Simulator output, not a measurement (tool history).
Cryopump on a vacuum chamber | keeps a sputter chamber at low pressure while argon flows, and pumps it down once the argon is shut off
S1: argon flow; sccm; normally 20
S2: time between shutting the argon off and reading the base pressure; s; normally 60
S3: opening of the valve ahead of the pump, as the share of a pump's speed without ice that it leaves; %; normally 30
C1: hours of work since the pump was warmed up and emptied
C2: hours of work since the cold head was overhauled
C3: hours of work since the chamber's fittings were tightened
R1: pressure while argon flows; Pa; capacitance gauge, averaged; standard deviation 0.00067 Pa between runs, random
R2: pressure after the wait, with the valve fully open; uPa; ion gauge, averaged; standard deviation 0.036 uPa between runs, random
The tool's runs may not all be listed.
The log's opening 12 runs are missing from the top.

run    hour  S1   S2  S3   C1    C2    C3      R1    R2
 13   649.8  20   29  30  529  2124  2418  0.1171  5.36
 14   711.6  20   60  35  568  2163  2457  0.1029  3.53
 15   776.9  20   60  35  609  2204  2498  0.1007  3.55
 16   843.7  20   96  30  652  2247  2540  0.1184  2.95
 17   902.9  20   96  30  689  2284  2578   0.118  3.11
 18   945.7  20   60  40  716  2311  2605  0.0905  3.72
 19  1001.6  20   60  46  751  2347  2640  0.0804  3.86
     1031.5  -- pump warmed up, emptied and cooled again
 20  1066.7  20   60  46   22  2385  2678  0.0748   3.5
 21  1097.6  27   60  24   42  2404  2698  0.1895  3.46
 22  1128.6  20  268  17   61  2424  2717  0.1981   2.2
 23  1161.1  10   68  49   82  2444  2738  0.0354  3.33
 24  1200.2  10   68  49  107  2469  2762  0.0351  3.46
 25  1239.5  20   60  59  131  2494  2787  0.0584  3.58
 26  1268.5  12  242  28  150  2512  2806  0.0723  2.35
 27  1314.2  20   60  28  179  2541  2834  0.1222  3.52
 28  1370.2  20   77  38  214  2576  2870  0.0902  3.23
 29  1421.6  20   77  38  247  2609  2902  0.0912  3.28
 30  1483.7  19   77  38  286  2648  2942  0.0875  3.35
 31  1523.9  19   77  38  311  2674  2967  0.0871  3.38
 32  1560.8  11  143  33  335  2697  2990  0.0584  2.74
 33  1621.4  24   70  30  373  2735  3029  0.1376  3.51

Alternative continuations, all from the tool just after run 33; predict every row:
  A  1683.9  12  33  30  412  2775  3068   ?   ?
  B  1683.9  24  70  30  412  2775  3068   ?   ?
  C  1683.9  40  34  47  412  2775  3068   ?   ?
  D  1683.9  27  25  30  412  2775  3068   ?   ?

run      R1    R2
  A  0.0693  5.22
  B  0.1391  3.65
  C   0.151  5.25
  D  0.1561  6.14
Without the tool's unlogged condition, the same runs would have read:
run      R1    R2
  A  0.0671  3.32
  B  0.1347  1.75
  C  0.1437  3.31
  D  0.1512  4.26

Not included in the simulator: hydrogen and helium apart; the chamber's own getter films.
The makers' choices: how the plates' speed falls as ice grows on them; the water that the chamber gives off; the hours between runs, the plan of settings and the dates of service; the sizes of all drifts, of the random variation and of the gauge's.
